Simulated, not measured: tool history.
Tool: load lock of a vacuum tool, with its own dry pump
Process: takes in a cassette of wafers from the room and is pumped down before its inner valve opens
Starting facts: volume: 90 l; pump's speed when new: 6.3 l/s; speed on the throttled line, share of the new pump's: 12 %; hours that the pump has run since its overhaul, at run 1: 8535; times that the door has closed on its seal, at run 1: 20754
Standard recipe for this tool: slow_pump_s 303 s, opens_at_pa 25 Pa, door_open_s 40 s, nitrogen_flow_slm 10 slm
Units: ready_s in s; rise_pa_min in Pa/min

run	hour	slow_pump_s	opens_at_pa	door_open_s	nitrogen_flow_slm	hours that the pump has run since its overhaul	times that the door has closed on its seal	incoming humidity of the room's air, %	ready_s	rise_pa_min
1	0.0	303	25	40	10	8535	20754	45.6	398.8	0.062
2	161.3	303	25	40	10	8697	21279	47.4	396.9	0.062
3	284.1	303	36	40	10	8819	21679	46.8	391.8	0.066
4	434.3	303	36	40	10	8970	22169	44.0	391.5	0.066
5	523.1	303	36	40	10	9058	22458	46.4	392.5	0.068
6	678.6	160	25	40	10	9214	22964	46.0	274.5	0.071
7	808.1	303	25	40	10	9343	23386	44.2	400.2	0.067
8	898.9	303	25	40	10	9434	23682	46.6	401.3	0.071
9	1048.6	303	25	40	10	9584	24169	44.3	401.7	0.078
10	1131.1	303	25	40	10	9666	24438	44.3	399.9	0.074
11	1272.3	303	25	40	10	9808	24898	45.2	401.6	0.072
12	1344.4	303	25	100	10	9880	25133	45.6	400.7	0.087
13	1443.0	303	26	40	10	9978	25454	42.7	399.6	0.072
# hour 1488.6: dry pump taken out, an overhauled one fitted
14	1597.7	188	25	40	10	109	25938	42.0	286.2	0.077
15	1722.6	203	25	40	10	234	26345	45.9	299.5	0.076
16	1792.0	303	25	40	10	303	26571	41.1	385.3	0.073
17	1960.0	303	25	40	10	471	27118	44.6	388.8	0.086
18	2091.3	303	25	40	10	603	27545	42.9	387.3	0.088
19	2163.6	303	25	40	10	675	27781	44.6	388.3	0.084
20	2256.3	303	25	40	10	768	28083	44.6	389.3	0.087
21	2351.8	232	30	40	6	863	28394	44.0	322.5	0.084
22	2476.0	440	36	40	11	987	28798	42.8	503.0	0.091
23	2647.9	489	19	179	6	1159	29358	47.4	557.1	0.123
24	2804.9	303	25	36	11	1316	29870	45.2	389.5	0.088
25	2880.8	303	25	72	11	1392	30117	44.7	388.3	0.099
26	2984.7	303	25	34	22	1496	30455	46.9	387.0	0.088
27	3136.7	172	40	45	24	1648	30950	47.1	267.1	0.100
28	3228.9	174	30	45	24	1740	31250	43.0	273.4	0.094
29	3359.8	174	30	45	24	1871	31677	42.5	273.7	0.095
30	3468.0	174	30	45	40	1979	32029	42.1	274.0	0.100
31	3552.7	176	39	160	7	2064	32305	40.3	272.2	0.129
32	3670.4	436	25	40	7	2182	32688	46.7	507.6	0.102
33	3757.7	591	25	40	19	2269	32973	46.1	645.2	0.101
34	3852.1	591	25	165	26	2364	33280	44.2	644.9	0.117
35	4001.3	591	25	165	26	2513	33766	46.7	643.3	0.130
36	4107.3	214	22	161	20	2619	34111	47.3	315.0	0.124
37	4205.8	214	22	161	20	2717	34432	44.9	313.5	0.123

Predict each of these 4 candidate next runs independently; none follows another, all start after run 37:
A	4305.0	303	42	27	23	2816	34755	45.6	?	?
B	4305.0	303	25	193	10	2816	34755	49.0	?	?
C	4305.0	303	42	68	15	2816	34755	46.6	?	?
D	4305.0	303	25	81	10	2816	34755	44.8	?	?

run	ready_s	rise_pa_min
A	381.8	0.110
B	390.6	0.149
C	384.2	0.122
D	391.7	0.124
Without the tool's unlogged condition, the same runs would have read:
run	ready_s	rise_pa_min
A	377.7	0.011
B	386.0	0.047
C	380.0	0.023
D	387.2	0.025
